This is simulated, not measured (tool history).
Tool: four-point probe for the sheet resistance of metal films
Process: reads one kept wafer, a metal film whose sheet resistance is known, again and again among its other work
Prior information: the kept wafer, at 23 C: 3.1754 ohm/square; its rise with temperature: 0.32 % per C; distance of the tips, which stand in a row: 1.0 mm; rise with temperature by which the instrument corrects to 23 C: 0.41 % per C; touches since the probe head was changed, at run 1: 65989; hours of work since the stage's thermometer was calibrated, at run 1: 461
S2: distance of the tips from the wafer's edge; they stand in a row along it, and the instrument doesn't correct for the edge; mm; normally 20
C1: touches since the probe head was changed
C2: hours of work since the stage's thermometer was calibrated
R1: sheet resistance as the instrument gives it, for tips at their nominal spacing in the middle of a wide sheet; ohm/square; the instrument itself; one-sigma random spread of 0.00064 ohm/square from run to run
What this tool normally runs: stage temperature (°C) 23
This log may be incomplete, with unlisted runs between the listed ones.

run 1 hour=0.0 | stage_temperature_(°C)=23 S2=20 | C1=65989 C2=461 | R1=3.158455
run 2 hour=48.0 | stage_temperature_(°C)=20 S2=20 | C1=67537 C2=480 | R1=3.165387
run 3 hour=113.1 | stage_temperature_(°C)=20 S2=20 | C1=69641 C2=506 | R1=3.166236
run 4 hour=172.8 | stage_temperature_(°C)=20 S2=20 | C1=71568 C2=530 | R1=3.162882
run 5 hour=201.5 | stage_temperature_(°C)=29 S2=20 | C1=72493 C2=541 | R1=3.137849
run 6 hour=255.7 | stage_temperature_(°C)=29 S2=20 | C1=74243 C2=563 | R1=3.137577
run 7 hour=318.8 | stage_temperature_(°C)=27 S2=4 | C1=76279 C2=588 | R1=3.238915
-- hour=323.9 stage's thermometer calibrated
-- hour=350.3 new probe head fitted
run 8 hour=350.3 | stage_temperature_(°C)=18 S2=12 | C1=0 C2=10 | R1=3.202227
run 9 hour=386.8 | stage_temperature_(°C)=18 S2=12 | C1=1177 C2=25 | R1=3.201306
run 10 hour=415.9 | stage_temperature_(°C)=18 S2=26 | C1=2118 C2=36 | R1=3.193322
run 11 hour=464.5 | stage_temperature_(°C)=24 S2=59 | C1=3686 C2=56 | R1=3.172001

Below, each run's measurement less what the same run would have read without the hidden state. Both values contain the same run-to-run variation, but the gauge's scatter may not be the same in both:
Hidden state at play: inner tips' distance over the nominal, %; tips' flats over new ones', %; wafer's true temperature over the reading, C; drift of the gauge itself on sheet_ohm, %.
run=1 R1=-0.021280
run=2 R1=-0.022175
run=3 R1=-0.023365
run=4 R1=-0.024331
run=5 R1=-0.024715
run=6 R1=-0.025622
run=7 R1=-0.027485
run=8 R1=+0.000394
run=9 R1=-0.000147
run=10 R1=-0.000646
run=11 R1=-0.001442

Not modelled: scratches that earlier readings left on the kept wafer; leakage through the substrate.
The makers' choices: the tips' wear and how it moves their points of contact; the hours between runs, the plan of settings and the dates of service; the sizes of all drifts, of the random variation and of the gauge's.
